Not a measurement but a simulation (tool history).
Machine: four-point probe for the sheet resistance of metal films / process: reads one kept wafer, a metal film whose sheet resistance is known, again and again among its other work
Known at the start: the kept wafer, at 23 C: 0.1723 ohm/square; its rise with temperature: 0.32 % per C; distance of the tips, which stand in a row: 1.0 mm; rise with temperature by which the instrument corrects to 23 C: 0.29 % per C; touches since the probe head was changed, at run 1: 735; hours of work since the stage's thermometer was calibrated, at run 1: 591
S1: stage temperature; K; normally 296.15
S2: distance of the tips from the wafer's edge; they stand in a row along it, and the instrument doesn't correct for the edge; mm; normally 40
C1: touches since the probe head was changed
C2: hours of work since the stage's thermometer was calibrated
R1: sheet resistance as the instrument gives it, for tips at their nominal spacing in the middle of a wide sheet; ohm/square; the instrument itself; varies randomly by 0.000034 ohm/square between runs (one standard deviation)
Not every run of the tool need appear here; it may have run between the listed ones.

Run 1, day 0.000: usual settings; C1 735; C2 591. Result: R1 0.172616 ohm/square.
Run 2, day 1.775: usual settings; C1 1705; C2 618. Result: R1 0.172625 ohm/square.
Run 3, day 4.812: usual settings; C1 3366; C2 665. Result: R1 0.172506 ohm/square.
Run 4, day 6.458: usual settings but S1 291.15 K; C1 4266; C2 691. Result: R1 0.172230 ohm/square.
Run 5, day 9.396: usual settings but S2 8 mm; C1 5872; C2 736. Result: R1 0.173890 ohm/square.
Run 6, day 11.992: usual settings but S2 12 mm; C1 7291; C2 777. Result: R1 0.173141 ohm/square.
Run 7, day 14.667: usual settings but S2 11 mm; C1 8753; C2 818. Result: R1 0.173240 ohm/square.
Run 8, day 17.254: usual settings but S2 12 mm; C1 10167; C2 858. Result: R1 0.173097 ohm/square.
Run 9, day 20.108: usual settings but S1 292.15 K, S2 55 mm; C1 11726; C2 902. Result: R1 0.172234 ohm/square.
Run 10, day 21.850: usual settings but S1 306.15 K, S2 20 mm; C1 12679; C2 929. Result: R1 0.173223 ohm/square.
Run 11, day 23.304: usual settings but S2 34 mm; C1 13474; C2 952. Result: R1 0.172485 ohm/square.
Run 12, day 25.038: usual settings but S2 34 mm; C1 14423; C2 979. Result: R1 0.172523 ohm/square.
Run 13, day 26.458: usual settings but S2 34 mm; C1 15199; C2 1001. Result: R1 0.172480 ohm/square.
Run 14, day 28.033: usual settings but S1 307.15 K, S2 6 mm; C1 16060; C2 1025. Result: R1 0.175498 ohm/square.
Run 15, day 29.600: usual settings but S1 307.15 K, S2 6 mm; C1 16915; C2 1050. Result: R1 0.175480 ohm/square.

Forecast each of these 4 alternatives for the next run:
Run A, day 30.833: usual settings but S1 297.15 K, S2 21 mm; C1 17590; C2 1069. Result: R1 ?.
Run B, day 30.833: usual settings but S2 55 mm; C1 17590; C2 1069. Result: R1 ?.
Run C, day 30.833: usual settings but S1 307.15 K; C1 17590; C2 1069. Result: R1 ?.
Run D, day 30.833: usual settings but S1 300.15 K, S2 34 mm; C1 17590; C2 1069. Result: R1 ?.

run        R1
  A  0.172585
  B  0.172356
  C  0.173017
  D  0.172663
Without the tool's unlogged condition, the same runs would have read:
run        R1
  A  0.172548
  B  0.172318
  C  0.172987
  D  0.172628
